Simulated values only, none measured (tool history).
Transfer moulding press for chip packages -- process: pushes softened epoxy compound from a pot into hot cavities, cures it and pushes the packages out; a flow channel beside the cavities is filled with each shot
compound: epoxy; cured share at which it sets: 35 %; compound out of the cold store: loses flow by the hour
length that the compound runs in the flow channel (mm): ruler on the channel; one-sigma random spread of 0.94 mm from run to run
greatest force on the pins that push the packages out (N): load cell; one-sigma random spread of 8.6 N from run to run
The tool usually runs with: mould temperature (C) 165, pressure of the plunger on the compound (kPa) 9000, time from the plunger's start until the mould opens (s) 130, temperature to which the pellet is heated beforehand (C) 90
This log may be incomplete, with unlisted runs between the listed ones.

| run | hour | mould temperature (C) | pressure of the plunger on the compound (kPa) | time from the plunger's start until the mould opens (s) | temperature to which the pellet is heated beforehand (C) | incoming compound's hours out of the cold store | length that the compound runs in the flow channel (mm) | greatest force on the pins that push the packages out (N) |
|---|---|---|---|---|---|---|---|---|
| 1 | 0.0 | 165 | 9000 | 130 | 90 | 21.6 | 580.8 | 723 |
|  | 14.2 | cavities cleaned with cleaning compound and waxed |
| 2 | 53.2 | 165 | 7930 | 130 | 90 | 38.4 | 521.2 | 632 |
|  | 76.8 | cavities cleaned with cleaning compound and waxed |
| 3 | 101.0 | 165 | 7930 | 130 | 90 | 24.4 | 533.5 | 594 |
|  | 114.1 | plunger's sealing rings changed |
| 4 | 135.9 | 165 | 7930 | 111 | 90 | 46.9 | 526.1 | 919 |
|  | 142.9 | cavities cleaned with cleaning compound and waxed |
|  | 201.7 | cavities cleaned with cleaning compound and waxed |
| 5 | 206.0 | 165 | 7010 | 111 | 90 | 44.3 | 492.1 | 542 |
|  | 263.2 | cavities cleaned with cleaning compound and waxed |
| 6 | 275.1 | 165 | 9000 | 130 | 90 | 20.7 | 584.8 | 504 |
|  | 322.2 | cavities cleaned with cleaning compound and waxed |
| 7 | 344.7 | 165 | 9000 | 130 | 90 | 19.1 | 580.4 | 609 |
|  | 385.4 | cavities cleaned with cleaning compound and waxed |
|  | 422.6 | plunger's sealing rings changed |
| 8 | 427.5 | 165 | 9000 | 130 | 90 | 18.2 | 599.5 | 694 |
|  | 448.9 | cavities cleaned with cleaning compound and waxed |
| 9 | 496.2 | 157 | 9000 | 130 | 90 | 10.0 | 637.1 | 1306 |
|  | 509.9 | cavities cleaned with cleaning compound and waxed |
|  | 545.2 | mould's thermocouples calibrated |
| 10 | 545.7 | 157 | 9000 | 130 | 90 | 11.4 | 622.8 | 1025 |
|  | 572.5 | cavities cleaned with cleaning compound and waxed |
| 11 | 611.9 | 171 | 9790 | 130 | 88 | 33.3 | 568.6 | 575 |
|  | 636.0 | cavities cleaned with cleaning compound and waxed |
| 12 | 684.0 | 165 | 8680 | 148 | 90 | 33.6 | 546.9 | 615 |
|  | 695.3 | cavities cleaned with cleaning compound and waxed |
| 13 | 722.5 | 168 | 6850 | 148 | 84 | 19.0 | 491.6 | 556 |
|  | 735.5 | plunger's sealing rings changed |
|  | 756.1 | cavities cleaned with cleaning compound and waxed |
| 14 | 763.9 | 161 | 9750 | 148 | 84 | 19.2 | 630.6 | 467 |
| 15 | 805.8 | 161 | 9750 | 148 | 84 | 35.0 | 607.2 | 718 |
|  | 814.3 | cavities cleaned with cleaning compound and waxed |
| 16 | 850.3 | 164 | 9750 | 156 | 84 | 9.8 | 627.6 | 606 |
|  | 875.6 | cavities cleaned with cleaning compound and waxed |
| 17 | 928.3 | 165 | 9000 | 147 | 83 | 19.8 | 581.2 | 657 |
|  | 936.6 | cavities cleaned with cleaning compound and waxed |
| 18 | 978.6 | 165 | 9640 | 130 | 97 | 9.2 | 610.4 | 655 |
|  | 1000.1 | cavities cleaned with cleaning compound and waxed |
| 19 | 1035.6 | 162 | 10960 | 115 | 82 | 37.3 | 620.8 | 972 |
|  | 1044.1 | plunger's sealing rings changed |
|  | 1063.2 | cavities cleaned with cleaning compound and waxed |
| 20 | 1116.8 | 165 | 9000 | 143 | 91 | 35.3 | 569.4 | 659 |

4 options for the next run, each taken on its own from the tool as it stands now. Forecast them:
|  | 1125.3 | cavities cleaned with cleaning compound and waxed |
| A | 1162.7 | 165 | 10740 | 130 | 99 | 37.4 | ? | ? |
|  | 1125.3 | cavities cleaned with cleaning compound and waxed |
| B | 1162.7 | 165 | 8760 | 163 | 85 | 14.7 | ? | ? |
|  | 1125.3 | cavities cleaned with cleaning compound and waxed |
| C | 1162.7 | 173 | 9640 | 130 | 90 | 15.4 | ? | ? |
|  | 1125.3 | cavities cleaned with cleaning compound and waxed |
| D | 1162.7 | 165 | 10160 | 117 | 90 | 21.0 | ? | ? |

| run | length that the compound runs in the flow channel (mm) | greatest force on the pins that push the packages out (N) |
|---|---|---|
| A | 614.1 | 652 |
| B | 584.4 | 590 |
| C | 587.7 | 552 |
| D | 620.6 | 744 |
With no hidden state in the tool, these same runs would have given:
| run | length that the compound runs in the flow channel (mm) | greatest force on the pins that push the packages out (N) |
|---|---|---|
| A | 623.3 | 381 |
| B | 593.1 | 349 |
| C | 596.6 | 324 |
| D | 629.8 | 431 |
